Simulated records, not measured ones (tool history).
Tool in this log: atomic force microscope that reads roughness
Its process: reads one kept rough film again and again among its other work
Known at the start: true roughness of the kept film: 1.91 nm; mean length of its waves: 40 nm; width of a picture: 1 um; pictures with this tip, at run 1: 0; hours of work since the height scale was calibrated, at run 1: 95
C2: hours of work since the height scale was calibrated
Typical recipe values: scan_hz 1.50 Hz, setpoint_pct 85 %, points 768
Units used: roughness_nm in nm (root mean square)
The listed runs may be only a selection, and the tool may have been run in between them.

Run 1, hour 0.0: usual settings; pictures with this tip 0; C2 95. Result: roughness_nm 1.529 nm (root mean square).
Run 2, hour 12.9: usual settings; pictures with this tip 27; C2 103. Result: roughness_nm 1.521 nm (root mean square).
Run 3, hour 37.4: usual settings; pictures with this tip 80; C2 118. Result: roughness_nm 1.473 nm (root mean square).
Run 4, hour 53.2: usual settings; pictures with this tip 114; C2 128. Result: roughness_nm 1.449 nm (root mean square).
At hour 74.7: new tip fitted.
Run 5, hour 80.0: usual settings; pictures with this tip 12; C2 145. Result: roughness_nm 1.529 nm (root mean square).
Run 6, hour 96.1: usual settings; pictures with this tip 46; C2 155. Result: roughness_nm 1.486 nm (root mean square).
Run 7, hour 127.1: usual settings; pictures with this tip 112; C2 174. Result: roughness_nm 1.434 nm (root mean square).
At hour 149.2: new tip fitted.
Run 8, hour 151.6: usual settings; pictures with this tip 5; C2 189. Result: roughness_nm 1.527 nm (root mean square).
Run 9, hour 166.5: usual settings but scan_hz 0.69 Hz; pictures with this tip 37; C2 198. Result: roughness_nm 1.649 nm (root mean square).
Run 10, hour 179.3: usual settings but scan_hz 0.69 Hz; pictures with this tip 64; C2 206. Result: roughness_nm 1.628 nm (root mean square).
Run 11, hour 201.1: usual settings; pictures with this tip 111; C2 220. Result: roughness_nm 1.447 nm (root mean square).
At hour 223.2: new tip fitted.
Run 12, hour 226.5: usual settings; pictures with this tip 7; C2 235. Result: roughness_nm 1.519 nm (root mean square).
Run 13, hour 251.3: usual settings but setpoint_pct 66 %; pictures with this tip 60; C2 251. Result: roughness_nm 1.672 nm (root mean square).
Run 14, hour 276.0: usual settings but setpoint_pct 66 %; pictures with this tip 113; C2 266. Result: roughness_nm 1.628 nm (root mean square).
At hour 296.6: new tip fitted.
Run 15, hour 300.5: usual settings but setpoint_pct 66 %; pictures with this tip 8; C2 281. Result: roughness_nm 1.720 nm (root mean square).
Run 16, hour 317.6: usual settings but scan_hz 2.63 Hz; pictures with this tip 44; C2 292. Result: roughness_nm 1.327 nm (root mean square).
Run 17, hour 339.7: usual settings but points 753; pictures with this tip 92; C2 305. Result: roughness_nm 1.466 nm (root mean square).
Run 18, hour 353.5: usual settings but points 753; pictures with this tip 121; C2 314. Result: roughness_nm 1.434 nm (root mean square).
At hour 371.2: new tip fitted.
Run 19, hour 378.0: usual settings but points 753; pictures with this tip 14; C2 329. Result: roughness_nm 1.512 nm (root mean square).
Run 20, hour 394.6: usual settings but points 753; pictures with this tip 50; C2 339. Result: roughness_nm 1.497 nm (root mean square).
Run 21, hour 419.8: usual settings but points 753; pictures with this tip 104; C2 355. Result: roughness_nm 1.444 nm (root mean square).
Run 22, hour 441.4: usual settings but points 753; pictures with this tip 150; C2 368. Result: roughness_nm 1.412 nm (root mean square).
At hour 444.2: new tip fitted.
Run 23, hour 468.7: usual settings but points 753; pictures with this tip 52; C2 385. Result: roughness_nm 1.482 nm (root mean square).
Run 24, hour 486.6: usual settings but scan_hz 1.69 Hz, points 753; pictures with this tip 90; C2 396. Result: roughness_nm 1.431 nm (root mean square).
At hour 517.6: new tip fitted.
Run 25, hour 518.4: usual settings but scan_hz 1.69 Hz, points 272; pictures with this tip 2; C2 416. Result: roughness_nm 1.484 nm (root mean square).
Run 26, hour 546.2: usual settings but scan_hz 1.69 Hz, points 272; pictures with this tip 61; C2 433. Result: roughness_nm 1.440 nm (root mean square).
Run 27, hour 566.1: usual settings but scan_hz 1.98 Hz, setpoint_pct 56 %; pictures with this tip 104; C2 445. Result: roughness_nm 1.663 nm (root mean square).
At hour 590.7: new tip fitted.
Run 28, hour 592.7: usual settings but scan_hz 1.83 Hz, setpoint_pct 77 %, points 963; pictures with this tip 4; C2 462. Result: roughness_nm 1.575 nm (root mean square).
Run 29, hour 623.3: usual settings but scan_hz 0.60 Hz; pictures with this tip 70; C2 481. Result: roughness_nm 1.641 nm (root mean square).
Run 30, hour 653.0: usual settings but scan_hz 0.78 Hz; pictures with this tip 133; C2 499. Result: roughness_nm 1.555 nm (root mean square).
At hour 663.5: new tip fitted.
Run 31, hour 666.4: usual settings but scan_hz 0.78 Hz; pictures with this tip 7; C2 507. Result: roughness_nm 1.665 nm (root mean square).
Run 32, hour 690.3: usual settings but scan_hz 1.36 Hz, setpoint_pct 68 %, points 751; pictures with this tip 58; C2 522. Result: roughness_nm 1.658 nm (root mean square).
Run 33, hour 713.3: usual settings but scan_hz 1.84 Hz, setpoint_pct 76 %; pictures with this tip 107; C2 536. Result: roughness_nm 1.499 nm (root mean square).
Run 34, hour 727.1: usual settings but scan_hz 1.84 Hz, setpoint_pct 76 %; pictures with this tip 136; C2 545. Result: roughness_nm 1.472 nm (root mean square).
At hour 735.7: new tip fitted.
Run 35, hour 752.3: usual settings but scan_hz 3.25 Hz, setpoint_pct 76 %; pictures with this tip 35; C2 560. Result: roughness_nm 1.392 nm (root mean square).
Run 36, hour 773.6: usual settings but scan_hz 1.13 Hz, setpoint_pct 76 %, points 629; pictures with this tip 80; C2 573. Result: roughness_nm 1.618 nm (root mean square).
Run 37, hour 791.2: usual settings but scan_hz 0.95 Hz, setpoint_pct 80 %; pictures with this tip 118; C2 584. Result: roughness_nm 1.575 nm (root mean square).
At hour 809.2: new tip fitted.
Run 38, hour 818.1: usual settings but scan_hz 0.89 Hz, setpoint_pct 81 %, points 440; pictures with this tip 19; C2 601. Result: roughness_nm 1.651 nm (root mean square).
Run 39, hour 843.0: usual settings but scan_hz 0.89 Hz, setpoint_pct 81 %, points 440; pictures with this tip 72; C2 616. Result: roughness_nm 1.606 nm (root mean square).
Run 40, hour 869.9: usual settings but scan_hz 2.42 Hz, setpoint_pct 63 %, points 350; pictures with this tip 130; C2 633. Result: roughness_nm 1.555 nm (root mean square).
At hour 882.2: new tip fitted.
Run 41, hour 898.8: usual settings but scan_hz 2.03 Hz, setpoint_pct 60 %; pictures with this tip 36; C2 651. Result: roughness_nm 1.683 nm (root mean square).
Run 42, hour 913.5: usual settings but scan_hz 2.03 Hz, setpoint_pct 60 %, points 276; pictures with this tip 67; C2 660. Result: roughness_nm 1.650 nm (root mean square).
Run 43, hour 927.6: usual settings but scan_hz 2.03 Hz, setpoint_pct 60 %, points 276; pictures with this tip 97; C2 669. Result: roughness_nm 1.621 nm (root mean square).
Run 44, hour 946.1: usual settings but scan_hz 2.10 Hz, setpoint_pct 65 %, points 339; pictures with this tip 136; C2 680. Result: roughness_nm 1.554 nm (root mean square).
At hour 955.7: new tip fitted.
Run 45, hour 965.0: usual settings but scan_hz 1.40 Hz, setpoint_pct 66 %; pictures with this tip 20; C2 692. Result: roughness_nm 1.705 nm (root mean square).
Run 46, hour 981.7: usual settings but setpoint_pct 59 %, points 544; pictures with this tip 55; C2 702. Result: roughness_nm 1.706 nm (root mean square).
Run 47, hour 1000.1: usual settings but scan_hz 2.38 Hz, setpoint_pct 89 %, points 437; pictures with this tip 95; C2 714. Result: roughness_nm 1.242 nm (root mean square).
Run 48, hour 1022.8: usual settings but scan_hz 0.52 Hz, setpoint_pct 89 %, points 437; pictures with this tip 143; C2 728. Result: roughness_nm 1.556 nm (root mean square).
At hour 1028.2: new tip fitted.
Run 49, hour 1047.0: usual settings but scan_hz 0.96 Hz, setpoint_pct 82 %, points 487; pictures with this tip 40; C2 742. Result: roughness_nm 1.612 nm (root mean square).
Run 50, hour 1073.0: usual settings but scan_hz 0.96 Hz, setpoint_pct 82 %, points 487; pictures with this tip 95; C2 759. Result: roughness_nm 1.563 nm (root mean square).
Run 51, hour 1094.2: usual settings but scan_hz 0.96 Hz, setpoint_pct 82 %, points 487; pictures with this tip 140; C2 772. Result: roughness_nm 1.534 nm (root mean square).

Forecast each of these 5 alternatives for the next run:
At hour 1101.4: new tip fitted.
Run A, hour 1116.7: usual settings but scan_hz 2.28 Hz, setpoint_pct 80 %, points 331; pictures with this tip 32; C2 786. Result: roughness_nm ?.
At hour 1101.4: new tip fitted.
Run B, hour 1116.7: usual settings but scan_hz 1.66 Hz, setpoint_pct 70 %, points 440; pictures with this tip 32; C2 786. Result: roughness_nm ?.
At hour 1101.4: new tip fitted.
Run C, hour 1116.7: usual settings but scan_hz 2.05 Hz, setpoint_pct 65 %, points 620; pictures with this tip 32; C2 786. Result: roughness_nm ?.
At hour 1101.4: new tip fitted.
Run D, hour 1116.7: usual settings but scan_hz 0.65 Hz, setpoint_pct 62 %, points 276; pictures with this tip 32; C2 786. Result: roughness_nm ?.
At hour 1101.4: new tip fitted.
Run E, hour 1116.7: usual settings but scan_hz 0.60 Hz, setpoint_pct 71 %, points 788; pictures with this tip 32; C2 786. Result: roughness_nm ?.

run  roughness_nm
  A         1.448
  B         1.636
  C         1.648
  D         1.764
  E         1.742
Had the tool no hidden state, the same runs would have come out as:
run  roughness_nm
  A         1.485
  B         1.677
  C         1.690
  D         1.808
  E         1.786

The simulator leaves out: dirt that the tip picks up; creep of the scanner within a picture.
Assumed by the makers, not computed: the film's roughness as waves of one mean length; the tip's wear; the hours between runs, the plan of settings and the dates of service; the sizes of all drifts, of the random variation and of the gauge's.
